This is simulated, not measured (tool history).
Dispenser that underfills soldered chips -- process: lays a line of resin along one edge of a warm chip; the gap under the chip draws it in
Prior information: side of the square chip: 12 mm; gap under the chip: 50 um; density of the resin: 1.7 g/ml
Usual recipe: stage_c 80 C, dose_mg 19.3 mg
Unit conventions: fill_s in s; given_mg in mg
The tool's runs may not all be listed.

run	hour	stage_c	dose_mg	fill_s	given_mg
1	0.0	80	19.3	166.2	18.99
2	4.4	80	19.3	218.0	18.91
# hour 7.2: new syringe of resin
# hour 9.7: dispensing valve cleaned and set on the balance
3	10.6	76	19.3	153.2	19.35
4	13.5	76	19.3	184.1	19.35
5	17.2	76	19.3	222.6	19.25
6	19.5	80	19.3	217.9	19.32
# hour 22.1: new syringe of resin
7	22.3	80	23.4	109.5	23.50
8	27.2	80	23.4	149.0	23.29
9	31.5	80	23.4	193.7	23.33
# hour 35.9: new syringe of resin
10	36.0	80	23.4	108.8	23.12
11	40.7	80	24.3	146.2	24.18
12	43.6	80	24.3	173.4	24.22
13	47.3	80	18.1	219.0	17.92
# hour 49.6: new syringe of resin
14	49.6	80	18.1	109.7	17.93
15	54.0	88	18.1	100.2	17.92
16	56.7	88	18.1	118.3	17.96
17	61.3	80	22.6	220.0	22.25
# hour 63.5: new syringe of resin
18	64.6	80	22.6	115.4	22.25
19	69.4	80	22.6	153.8	22.29
20	71.6	69	19.3	294.8	19.05

Run 21 is up next; what results do you expect?
21	74.8	79	23.7	?	?

{"run 21": {"fill_s": 219.0, "given_mg": 23.36}}
Take away the tool's hidden state, keep the run-to-run variation as it was, and the same run would have given fill_s 117.2 s, given_mg 23.75 mg.
